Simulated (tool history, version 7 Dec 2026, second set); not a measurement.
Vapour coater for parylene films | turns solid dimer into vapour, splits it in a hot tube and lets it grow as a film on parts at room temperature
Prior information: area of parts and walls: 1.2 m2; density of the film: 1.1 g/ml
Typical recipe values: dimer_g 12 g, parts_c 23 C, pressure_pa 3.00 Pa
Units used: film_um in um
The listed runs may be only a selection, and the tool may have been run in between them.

Run 1, hour 0.0: usual settings. Result: film_um 6.47 um.
Run 2, hour 24.8: usual settings. Result: film_um 6.33 um.
Run 3, hour 64.1: usual settings. Result: film_um 6.19 um.
Run 4, hour 103.6: usual settings. Result: film_um 6.20 um.
Run 5, hour 130.9: usual settings but pressure_pa 2.73 Pa. Result: film_um 6.24 um.
Run 6, hour 152.3: usual settings but parts_c 33 C. Result: film_um 4.16 um.
Run 7, hour 191.6: usual settings. Result: film_um 5.95 um.
Run 8, hour 214.7: usual settings but parts_c 21 C. Result: film_um 6.50 um.
Run 9, hour 254.8: usual settings. Result: film_um 5.96 um.
At hour 260.5: trap's valve overhauled.
Run 10, hour 277.0: usual settings but dimer_g 7 g. Result: film_um 3.83 um.
Run 11, hour 306.4: usual settings but pressure_pa 2.38 Pa. Result: film_um 6.70 um.
Run 12, hour 336.1: usual settings but pressure_pa 2.38 Pa. Result: film_um 6.72 um.
Run 13, hour 362.8: usual settings but dimer_g 11 g. Result: film_um 5.94 um.
Run 14, hour 395.8: usual settings. Result: film_um 6.40 um.
Run 15, hour 431.4: usual settings. Result: film_um 6.31 um.
Run 16, hour 458.9: usual settings but parts_c 17 C. Result: film_um 7.91 um.
Run 17, hour 484.2: usual settings but dimer_g 10 g. Result: film_um 5.17 um.
Run 18, hour 525.0: usual settings but dimer_g 10 g. Result: film_um 5.18 um.
Run 19, hour 551.8: usual settings but parts_c 27 C. Result: film_um 5.27 um.
Run 20, hour 585.2: usual settings but parts_c 27 C. Result: film_um 5.24 um.
Run 21, hour 610.3: usual settings. Result: film_um 6.03 um.
At hour 634.7: trap's valve overhauled.
Run 22, hour 645.5: usual settings. Result: film_um 6.64 um.
Run 23, hour 668.0: usual settings but dimer_g 7 g. Result: film_um 3.81 um.
Run 24, hour 702.1: usual settings but dimer_g 7 g, parts_c 29 C. Result: film_um 2.98 um.
Run 25, hour 740.6: usual settings but dimer_g 13 g, parts_c 17 C, pressure_pa 5.45 Pa. Result: film_um 8.07 um.
Run 26, hour 773.0: usual settings but dimer_g 6 g, parts_c 25 C, pressure_pa 6.69 Pa. Result: film_um 2.71 um.
Run 27, hour 804.6: usual settings but dimer_g 7 g, parts_c 26 C. Result: film_um 3.28 um.
Run 28, hour 837.1: usual settings but dimer_g 7 g, parts_c 26 C. Result: film_um 3.29 um.
Run 29, hour 869.5: usual settings but dimer_g 10 g, pressure_pa 3.68 Pa. Result: film_um 5.01 um.
Run 30, hour 887.5: usual settings but dimer_g 16 g, parts_c 31 C, pressure_pa 7.09 Pa. Result: film_um 5.47 um.
Run 31, hour 915.0: usual settings but dimer_g 16 g, parts_c 31 C, pressure_pa 7.09 Pa. Result: film_um 5.42 um.
Run 32, hour 956.8: usual settings but dimer_g 6 g, parts_c 19 C, pressure_pa 7.34 Pa. Result: film_um 3.18 um.
Run 33, hour 983.9: usual settings but dimer_g 6 g, parts_c 19 C, pressure_pa 7.34 Pa. Result: film_um 3.12 um.
At hour 1009.6: trap's valve overhauled.
Run 34, hour 1018.6: usual settings but dimer_g 9 g, parts_c 19 C, pressure_pa 5.49 Pa. Result: film_um 5.34 um.
Run 35, hour 1058.3: usual settings but dimer_g 9 g, parts_c 19 C, pressure_pa 5.49 Pa. Result: film_um 5.27 um.
Run 36, hour 1085.0: usual settings but dimer_g 9 g, parts_c 19 C, pressure_pa 5.49 Pa. Result: film_um 5.26 um.
Run 37, hour 1123.4: usual settings but dimer_g 9 g, parts_c 19 C, pressure_pa 5.49 Pa. Result: film_um 5.22 um.
Run 38, hour 1161.3: usual settings but dimer_g 10 g, parts_c 31 C. Result: film_um 3.97 um.
Run 39, hour 1200.4: usual settings but dimer_g 10 g, parts_c 31 C. Result: film_um 3.89 um.
Run 40, hour 1237.0: usual settings but dimer_g 10 g, parts_c 20 C. Result: film_um 5.87 um.
Run 41, hour 1262.0: usual settings but parts_c 20 C, pressure_pa 3.95 Pa. Result: film_um 6.68 um.
Run 42, hour 1280.7: usual settings but dimer_g 6 g, parts_c 32 C. Result: film_um 2.20 um.
Run 43, hour 1311.3: usual settings but dimer_g 11 g, parts_c 27 C. Result: film_um 4.81 um.
Run 44, hour 1340.6: usual settings but dimer_g 15 g, parts_c 27 C. Result: film_um 6.57 um.
Run 45, hour 1376.1: usual settings but parts_c 22 C. Result: film_um 6.31 um.
At hour 1387.0: trap's valve overhauled.
Run 46, hour 1414.5: usual settings but dimer_g 7 g, parts_c 22 C, pressure_pa 3.61 Pa. Result: film_um 3.91 um.
Run 47, hour 1449.8: usual settings but dimer_g 7 g, parts_c 22 C, pressure_pa 3.61 Pa. Result: film_um 3.88 um.

Predict each of these 4 candidate next runs independently; none follows another, all start after run 47:
Run A, hour 1489.3: usual settings but dimer_g 7 g, parts_c 26 C, pressure_pa 10.20 Pa. Result: film_um ?.
Run B, hour 1489.3: usual settings but dimer_g 11 g, parts_c 18 C, pressure_pa 7.50 Pa. Result: film_um ?.
Run C, hour 1489.3: usual settings but dimer_g 7 g, parts_c 21 C, pressure_pa 3.18 Pa. Result: film_um ?.
Run D, hour 1489.3: usual settings but dimer_g 7 g, parts_c 30 C, pressure_pa 3.61 Pa. Result: film_um ?.

run  film_um
  A     2.91
  B     6.40
  C     4.08
  D     2.86
With the hidden condition removed and each run's random variation left untouched, the same runs would have given:
run  film_um
  A     2.93
  B     6.45
  C     4.11
  D     2.88
